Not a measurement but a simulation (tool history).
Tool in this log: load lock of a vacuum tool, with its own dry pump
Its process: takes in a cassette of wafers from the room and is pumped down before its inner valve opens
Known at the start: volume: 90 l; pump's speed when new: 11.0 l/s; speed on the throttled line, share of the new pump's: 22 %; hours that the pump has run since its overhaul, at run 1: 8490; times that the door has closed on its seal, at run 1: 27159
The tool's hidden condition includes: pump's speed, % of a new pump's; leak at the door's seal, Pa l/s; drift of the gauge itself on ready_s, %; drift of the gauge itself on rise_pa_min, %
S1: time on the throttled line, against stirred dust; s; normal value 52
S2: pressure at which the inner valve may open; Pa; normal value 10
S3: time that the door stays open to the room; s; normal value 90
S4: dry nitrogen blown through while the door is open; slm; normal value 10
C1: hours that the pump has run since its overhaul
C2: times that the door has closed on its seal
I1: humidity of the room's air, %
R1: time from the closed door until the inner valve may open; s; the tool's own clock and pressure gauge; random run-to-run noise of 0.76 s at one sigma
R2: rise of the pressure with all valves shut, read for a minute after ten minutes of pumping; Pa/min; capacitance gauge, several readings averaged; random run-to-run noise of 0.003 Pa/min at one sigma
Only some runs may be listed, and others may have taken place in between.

| run | hour | S1 | S2 | S3 | S4 | C1 | C2 | I1 | R1 | R2 |
|---|---|---|---|---|---|---|---|---|---|---|
| 1 | 0 | 52 | 10 | 90 | 10 | 8490 | 27159 | 42 | 122.2 | 0.115 |
| 2 | 343.2 | 52 | 10 | 90 | 10 | 8834 | 28536 | 44 | 122.9 | 0.119 |
| 3 | 755.8 | 52 | 10 | 90 | 10 | 9246 | 30192 | 44.3 | 124 | 0.124 |
| 4 | 960.3 | 52 | 10 | 90 | 10 | 9451 | 31013 | 46.5 | 124.6 | 0.133 |
| 5 | 1310.6 | 52 | 8 | 90 | 10 | 9801 | 32419 | 46 | 125 | 0.141 |
| 6 | 1721.7 | 52 | 10 | 71 | 10 | 10212 | 34069 | 45.4 | 124.1 | 0.146 |
| 7 | 2104 | 52 | 10 | 71 | 10 | 10594 | 35604 | 44 | 125.3 | 0.145 |
| 8 | 2372.1 | 52 | 10 | 71 | 10 | 10863 | 36680 | 43.5 | 125 | 0.159 |
| 9 | 2669.8 | 52 | 10 | 71 | 10 | 11160 | 37875 | 45.7 | 124.2 | 0.161 |
| 10 | 3008.9 | 52 | 10 | 71 | 10 | 11499 | 39236 | 45.5 | 125.1 | 0.173 |
| 11 | 3473.6 | 52 | 10 | 71 | 10 | 11964 | 41101 | 46.1 | 127.9 | 0.174 |
| 12 | 3680.9 | 52 | 10 | 53 | 24 | 12171 | 41933 | 46.1 | 126 | 0.173 |
| 13 | 4045.9 | 52 | 10 | 53 | 24 | 12536 | 43398 | 46 | 126.5 | 0.179 |
|  | 4112.4 | door's seal changed, seat wiped |
| 14 | 4438.2 | 52 | 10 | 53 | 24 | 12927 | 1308 | 46 | 127 | 0.02 |
| 15 | 4822.7 | 35 | 10 | 90 | 10 | 13312 | 2851 | 45.8 | 114.3 | 0.041 |
| 16 | 5175.1 | 35 | 10 | 90 | 10 | 13664 | 4266 | 43 | 114.1 | 0.05 |

For some of the steps in R1 from one run to the next: how much would appear even if the tool had no hidden state, given the settings, what came in and random variation, and how much remains for the hidden state plus any gauge scatter that the measured result and the result without hidden state don't share?
Run 14 -> 15: S1 52 -> 35, S3 53 -> 90, S4 24 -> 10. R1 -12.7 s: hidden state +1.1, all else -13.8.

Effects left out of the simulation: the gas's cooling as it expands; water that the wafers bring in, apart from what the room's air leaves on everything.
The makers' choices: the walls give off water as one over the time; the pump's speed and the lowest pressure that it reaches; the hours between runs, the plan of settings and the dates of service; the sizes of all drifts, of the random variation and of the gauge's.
